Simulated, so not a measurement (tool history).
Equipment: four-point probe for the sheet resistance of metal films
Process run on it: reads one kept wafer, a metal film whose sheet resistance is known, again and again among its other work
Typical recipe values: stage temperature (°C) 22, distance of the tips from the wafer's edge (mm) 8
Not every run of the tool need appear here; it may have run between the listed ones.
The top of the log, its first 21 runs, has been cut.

run	hour	stage temperature (°C)	distance of the tips from the wafer's edge (mm)	touches since the probe head was changed	hours of work since the stage's thermometer was calibrated	sheet resistance as the instrument gives it (ohm/square)
22	1463.2	34	6	65956	1211	0.106797
23	1537.2	34	6	68726	1257	0.106751
24	1594.7	34	13	70874	1293	0.104783
25	1648.3	34	13	72881	1327	0.104754
26	1691.6	23	28	74502	1354	0.105236
27	1731.9	33	3	76007	1380	0.113363
28	1812.2	33	3	79012	1430	0.113387
29	1853.4	24	8	80552	1456	0.106439
30	1916.8	20	7	82924	1496	0.107178
31	1999.2	20	7	86005	1548	0.107150
32	2078.9	27	5	88984	1598	0.108169
33	2145.2	27	54	91465	1640	0.104739
34	2216.7	33	20	94139	1685	0.104363

Forecast each of these 4 alternatives for the next run:
A	2275.2	26	6	96330	1721	?
B	2275.2	23	10	96330	1721	?
C	2275.2	19	11	96330	1721	?
D	2275.2	25	10	96330	1721	?

run	sheet resistance as the instrument gives it (ohm/square)
A	0.107215
B	0.105826
C	0.106092
D	0.105673
Without the tool's unlogged condition, the same runs would have read:
run	sheet resistance as the instrument gives it (ohm/square)
A	0.108170
B	0.106772
C	0.107043
D	0.106616

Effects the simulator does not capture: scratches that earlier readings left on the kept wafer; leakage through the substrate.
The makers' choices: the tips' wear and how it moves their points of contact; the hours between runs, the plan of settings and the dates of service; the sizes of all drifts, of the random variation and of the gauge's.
